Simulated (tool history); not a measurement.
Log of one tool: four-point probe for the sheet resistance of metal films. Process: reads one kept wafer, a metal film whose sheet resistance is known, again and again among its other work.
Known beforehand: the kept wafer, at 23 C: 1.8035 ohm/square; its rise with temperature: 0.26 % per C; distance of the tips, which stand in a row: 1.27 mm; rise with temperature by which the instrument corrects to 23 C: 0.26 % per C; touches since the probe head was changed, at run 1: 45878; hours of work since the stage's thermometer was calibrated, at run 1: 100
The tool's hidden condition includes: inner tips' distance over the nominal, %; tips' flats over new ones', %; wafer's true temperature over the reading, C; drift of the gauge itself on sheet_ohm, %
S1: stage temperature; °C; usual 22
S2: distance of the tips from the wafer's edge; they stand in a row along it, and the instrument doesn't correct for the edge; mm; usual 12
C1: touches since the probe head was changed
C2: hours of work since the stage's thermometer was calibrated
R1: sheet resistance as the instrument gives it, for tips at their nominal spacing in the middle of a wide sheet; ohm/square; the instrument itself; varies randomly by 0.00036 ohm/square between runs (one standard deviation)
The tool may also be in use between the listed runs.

| run | hour | S1 | S2 | C1 | C2 | R1 |
|---|---|---|---|---|---|---|
| 1 | 0.0 | 22 | 12 | 45878 | 100 | 1.814089 |
| 2 | 103.4 | 22 | 12 | 47731 | 152 | 1.814716 |
| 3 | 183.8 | 23 | 12 | 49172 | 192 | 1.813866 |
| 4 | 295.1 | 22 | 12 | 51164 | 248 | 1.814139 |
| 5 | 400.9 | 22 | 12 | 53060 | 301 | 1.814533 |
| 6 | 472.2 | 22 | 12 | 54336 | 337 | 1.814298 |
| 7 | 602.1 | 22 | 30 | 56665 | 402 | 1.805171 |
| 8 | 701.3 | 22 | 30 | 58441 | 452 | 1.806192 |
| 9 | 796.1 | 22 | 48 | 60139 | 500 | 1.804428 |
| 10 | 882.2 | 22 | 48 | 61682 | 543 | 1.803815 |
| 11 | 1006.8 | 22 | 48 | 63914 | 606 | 1.804498 |
| 12 | 1116.6 | 23 | 12 | 65879 | 661 | 1.814533 |
| 13 | 1212.8 | 22 | 12 | 67603 | 709 | 1.814895 |
| 14 | 1330.3 | 22 | 12 | 69708 | 768 | 1.814749 |
| 15 | 1416.1 | 22 | 12 | 71245 | 811 | 1.814515 |
| 16 | 1546.4 | 22 | 12 | 73579 | 877 | 1.814335 |
| 17 | 1651.8 | 22 | 12 | 75468 | 930 | 1.814384 |
| 18 | 1782.5 | 22 | 12 | 77808 | 996 | 1.814952 |
| 19 | 1842.8 | 22 | 12 | 78888 | 1026 | 1.814469 |
| 20 | 1959.6 | 22 | 12 | 80981 | 1085 | 1.814512 |
| 21 | 2079.3 | 22 | 12 | 83125 | 1145 | 1.814579 |
| 22 | 2209.9 | 22 | 12 | 85464 | 1210 | 1.814590 |
| 23 | 2344.0 | 21 | 23 | 87867 | 1278 | 1.807229 |
|  | 2384.0 | stage's thermometer calibrated |
| 24 | 2419.7 | 21 | 23 | 89213 | 18 | 1.807336 |
| 25 | 2504.5 | 25 | 12 | 90733 | 61 | 1.814348 |
| 26 | 2638.9 | 25 | 12 | 93140 | 128 | 1.814693 |
| 27 | 2712.0 | 25 | 12 | 94449 | 165 | 1.813507 |
| 28 | 2845.9 | 24 | 61 | 96848 | 232 | 1.803924 |
| 29 | 2933.7 | 31 | 31 | 98421 | 276 | 1.804988 |
|  | 3020.4 | new probe head fitted |
| 30 | 3020.4 | 28 | 18 | 0 | 319 | 1.808217 |
| 31 | 3108.0 | 29 | 3 | 1570 | 363 | 1.960816 |
| 32 | 3177.5 | 21 | 4 | 2814 | 398 | 1.896133 |
| 33 | 3268.0 | 32 | 51 | 4436 | 444 | 1.803724 |
| 34 | 3387.5 | 31 | 4 | 6577 | 504 | 1.895789 |
| 35 | 3457.7 | 23 | 10 | 7833 | 539 | 1.819264 |
| 36 | 3582.6 | 26 | 57 | 10072 | 602 | 1.803324 |
| 37 | 3650.1 | 28 | 6 | 11280 | 636 | 1.846168 |
| 38 | 3789.0 | 22 | 26 | 13768 | 706 | 1.805986 |
| 39 | 3884.4 | 30 | 4 | 15477 | 754 | 1.895913 |
| 40 | 3956.5 | 30 | 4 | 16768 | 790 | 1.896048 |
| 41 | 4085.1 | 22 | 30 | 19071 | 854 | 1.805496 |
| 42 | 4198.7 | 22 | 30 | 21106 | 912 | 1.806072 |
| 43 | 4288.1 | 30 | 75 | 22708 | 957 | 1.803602 |
| 44 | 4405.9 | 34 | 29 | 24819 | 1016 | 1.804606 |

For each entry between runs, how does the tool's hidden state at the last listed run before it compare with that at the first listed run after it?
After run 23, before run 24: stage's thermometer calibrated (hour 2384.0)
  the hidden state is the same at both runs
After run 29, before run 30: new probe head fitted (hour 3020.4)
  inner tips' distance over the nominal, %: 0.009 -> 0.006; tips' flats over new ones', %: 1 -> 0
